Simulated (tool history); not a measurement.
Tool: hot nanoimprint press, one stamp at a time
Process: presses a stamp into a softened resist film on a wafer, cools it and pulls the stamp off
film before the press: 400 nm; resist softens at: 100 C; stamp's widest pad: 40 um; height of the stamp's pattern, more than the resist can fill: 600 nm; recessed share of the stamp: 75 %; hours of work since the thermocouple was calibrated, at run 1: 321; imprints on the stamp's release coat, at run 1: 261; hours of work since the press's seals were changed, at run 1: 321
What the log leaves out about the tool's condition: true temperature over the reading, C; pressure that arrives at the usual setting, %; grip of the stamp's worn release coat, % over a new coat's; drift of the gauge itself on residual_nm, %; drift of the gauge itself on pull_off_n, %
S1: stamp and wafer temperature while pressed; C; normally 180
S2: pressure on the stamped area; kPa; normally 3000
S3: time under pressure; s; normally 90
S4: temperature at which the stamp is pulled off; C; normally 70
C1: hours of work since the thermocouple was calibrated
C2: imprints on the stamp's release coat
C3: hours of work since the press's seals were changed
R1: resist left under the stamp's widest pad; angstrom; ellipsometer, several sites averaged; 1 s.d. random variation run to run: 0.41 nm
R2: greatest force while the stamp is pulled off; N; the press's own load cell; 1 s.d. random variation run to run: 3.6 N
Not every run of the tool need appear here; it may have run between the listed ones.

run,hour,S1,S2,S3,S4,C1,C2,C3,R1,R2
1,0.0,180,3000,90,70,321,261,321,1857,172
2,12.9,180,3000,90,70,328,289,328,1868,172
3,31.8,180,3000,90,70,338,329,338,1866,176
4,46.0,180,3000,90,70,346,360,346,1868,179
5,58.8,180,3000,90,70,353,387,353,1863,173
6,77.2,180,3000,90,70,362,426,362,1868,172
7,90.4,180,3000,90,62,369,454,369,1858,200
8,101.4,180,2930,90,70,375,478,375,1890,178
9,123.2,180,3000,66,70,387,524,387,2088,177
10,146.9,180,3000,66,70,399,575,399,2088,174
11,156.8,180,3000,66,70,404,596,404,2082,176
12,179.6,180,3000,66,70,416,644,416,2091,177
13,192.1,180,3000,66,70,423,671,423,2087,177
14,215.3,180,3000,66,70,435,720,435,2081,179
15,235.6,170,3000,90,70,446,764,446,2373,173
16,247.9,186,3000,90,70,453,790,453,1618,169
17,267.4,186,3000,90,70,463,832,463,1609,173
18,289.0,186,2480,90,75,474,878,474,1760,151
19,302.3,190,3000,90,70,481,906,481,1471,176
20,323.9,190,3000,90,70,493,952,493,1464,176
21,339.2,185,3000,90,60,501,985,501,1647,216
22,358.5,185,3000,90,58,511,1026,511,1646,222
23,374.7,185,1980,176,58,520,1060,520,1517,224
24,388.4,186,3000,109,70,527,1090,527,1489,174
25,402.2,180,2640,54,70,534,1119,534,2344,177
26,412.5,179,3000,90,70,540,1141,540,1915,175
# hour 432.0: plate thermocouple calibrated
27,436.0,179,3000,90,70,2,1185,551,1910,173
28,455.5,180,2140,114,62,12,1226,561,1965,210
29,477.6,188,3000,162,70,24,1273,573,1203,181

How the hidden state differs across the entries between the runs, from the last listed run before each to the first after it:
Between runs 26 and 27: plate thermocouple calibrated (hour 432.0)
  true temperature over the reading, C: 0.04 -> 0
